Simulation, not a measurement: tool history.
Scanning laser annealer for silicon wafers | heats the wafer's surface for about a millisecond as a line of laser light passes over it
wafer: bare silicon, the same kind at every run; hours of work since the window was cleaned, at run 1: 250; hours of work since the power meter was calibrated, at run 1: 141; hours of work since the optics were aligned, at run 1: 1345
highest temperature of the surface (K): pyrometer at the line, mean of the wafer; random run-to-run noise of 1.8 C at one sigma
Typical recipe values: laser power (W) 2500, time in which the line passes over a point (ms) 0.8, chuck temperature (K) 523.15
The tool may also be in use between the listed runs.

| run | hour | laser power (W) | time in which the line passes over a point (ms) | chuck temperature (K) | hours of work since the window was cleaned | hours of work since the power meter was calibrated | hours of work since the optics were aligned | highest temperature of the surface (K) |
|---|---|---|---|---|---|---|---|---|
| 1 | 0 | 2500 | 0.8 | 523.15 | 250 | 141 | 1345 | 1226.15 |
| 2 | 7.6 | 2500 | 0.8 | 523.15 | 255 | 146 | 1350 | 1226.15 |
| 3 | 14.3 | 2500 | 0.8 | 523.15 | 260 | 150 | 1355 | 1222.15 |
| 4 | 25.3 | 2500 | 0.8 | 523.15 | 267 | 158 | 1362 | 1221.15 |
| 5 | 36.4 | 2500 | 0.8 | 523.15 | 274 | 165 | 1369 | 1223.15 |
| 6 | 47.1 | 2500 | 0.8 | 523.15 | 281 | 172 | 1376 | 1219.15 |
| 7 | 56.3 | 2650 | 0.8 | 523.15 | 288 | 178 | 1382 | 1268.15 |
| 8 | 66.4 | 2650 | 0.8 | 523.15 | 294 | 185 | 1389 | 1268.15 |
| 9 | 72 | 2650 | 0.642 | 523.15 | 298 | 189 | 1393 | 1186.15 |
| 10 | 79.9 | 2650 | 0.642 | 523.15 | 303 | 194 | 1398 | 1186.15 |
| 11 | 89.6 | 2500 | 0.8 | 523.15 | 309 | 200 | 1404 | 1214.15 |
| 12 | 99.3 | 2203 | 0.8 | 523.15 | 316 | 207 | 1411 | 1119.15 |
|  | 112.7 | window over the wafer cleaned |
| 13 | 112.7 | 2500 | 0.8 | 515.15 | 0 | 214 | 1418 | 1249.15 |
| 14 | 118 | 2500 | 0.8 | 523.15 | 3 | 218 | 1422 | 1255.15 |
| 15 | 129.9 | 2500 | 0.8 | 523.15 | 11 | 225 | 1430 | 1257.15 |
| 16 | 139.6 | 2500 | 0.8 | 523.15 | 18 | 232 | 1436 | 1254.15 |
| 17 | 145.5 | 2500 | 0.8 | 523.15 | 22 | 236 | 1440 | 1252.15 |
| 18 | 156.1 | 2419 | 0.8 | 523.15 | 29 | 243 | 1447 | 1225.15 |
|  | 159.7 | laser's power meter calibrated |
| 19 | 171.3 | 2393 | 0.8 | 523.15 | 37 | 8 | 1455 | 1209.15 |
| 20 | 177.6 | 2393 | 0.8 | 523.15 | 41 | 12 | 1459 | 1213.15 |
| 21 | 187.9 | 2500 | 0.8 | 502.15 | 48 | 19 | 1466 | 1227.15 |
| 22 | 192.9 | 2219 | 0.992 | 523.15 | 51 | 22 | 1469 | 1228.15 |
| 23 | 198 | 2219 | 0.992 | 523.15 | 54 | 25 | 1472 | 1225.15 |
| 24 | 210 | 2723 | 0.77 | 553.15 | 62 | 33 | 1480 | 1337.15 |
| 25 | 217.6 | 2500 | 0.896 | 530.15 | 67 | 38 | 1485 | 1292.15 |
|  | 226.7 | laser's power meter calibrated, once more |
| 26 | 231.8 | 2500 | 0.849 | 513.15 | 75 | 3 | 1493 | 1267.15 |
| 27 | 239.7 | 2500 | 0.849 | 513.15 | 80 | 9 | 1498 | 1268.15 |
| 28 | 247.5 | 2703 | 0.569 | 528.15 | 85 | 14 | 1503 | 1200.15 |
| 29 | 257.8 | 2713 | 0.95 | 522.15 | 92 | 21 | 1510 | 1400.15 |
| 30 | 263 | 2713 | 0.95 | 522.15 | 95 | 24 | 1513 | 1402.15 |
| 31 | 271.5 | 2500 | 0.687 | 525.15 | 101 | 30 | 1519 | 1198.15 |
| 32 | 279.6 | 2500 | 0.687 | 525.15 | 106 | 35 | 1524 | 1193.15 |
| 33 | 291.6 | 2500 | 0.687 | 525.15 | 114 | 43 | 1532 | 1195.15 |
| 34 | 297.9 | 2500 | 0.8 | 500.15 | 118 | 47 | 1536 | 1227.15 |
| 35 | 307.5 | 2146 | 0.804 | 533.15 | 125 | 53 | 1543 | 1137.15 |
| 36 | 317.9 | 2146 | 0.804 | 533.15 | 131 | 60 | 1550 | 1136.15 |
| 37 | 328.5 | 2500 | 0.917 | 505.15 | 138 | 67 | 1557 | 1277.15 |
| 38 | 340.7 | 2709 | 0.98 | 554.15 | 147 | 75 | 1565 | 1438.15 |
| 39 | 345.8 | 2709 | 0.98 | 554.15 | 150 | 79 | 1568 | 1436.15 |
| 40 | 354.2 | 2154 | 0.8 | 491.15 | 155 | 84 | 1574 | 1094.15 |

Forecast each of these 3 alternatives for the next run:
| A | 363.2 | 2154 | 0.874 | 546.15 | 161 | 90 | 1580 | ? |
| B | 363.2 | 2292 | 0.74 | 528.15 | 161 | 90 | 1580 | ? |
| C | 363.2 | 2154 | 0.98 | 560.15 | 161 | 90 | 1580 | ? |

| run | highest temperature of the surface (K) |
|---|---|
| A | 1174.15 |
| B | 1151.15 |
| C | 1227.15 |
Had the tool no hidden state, the same runs would have come out as:
| run | highest temperature of the surface (K) |
|---|---|
| A | 1206.15 |
| B | 1183.15 |
| C | 1262.15 |

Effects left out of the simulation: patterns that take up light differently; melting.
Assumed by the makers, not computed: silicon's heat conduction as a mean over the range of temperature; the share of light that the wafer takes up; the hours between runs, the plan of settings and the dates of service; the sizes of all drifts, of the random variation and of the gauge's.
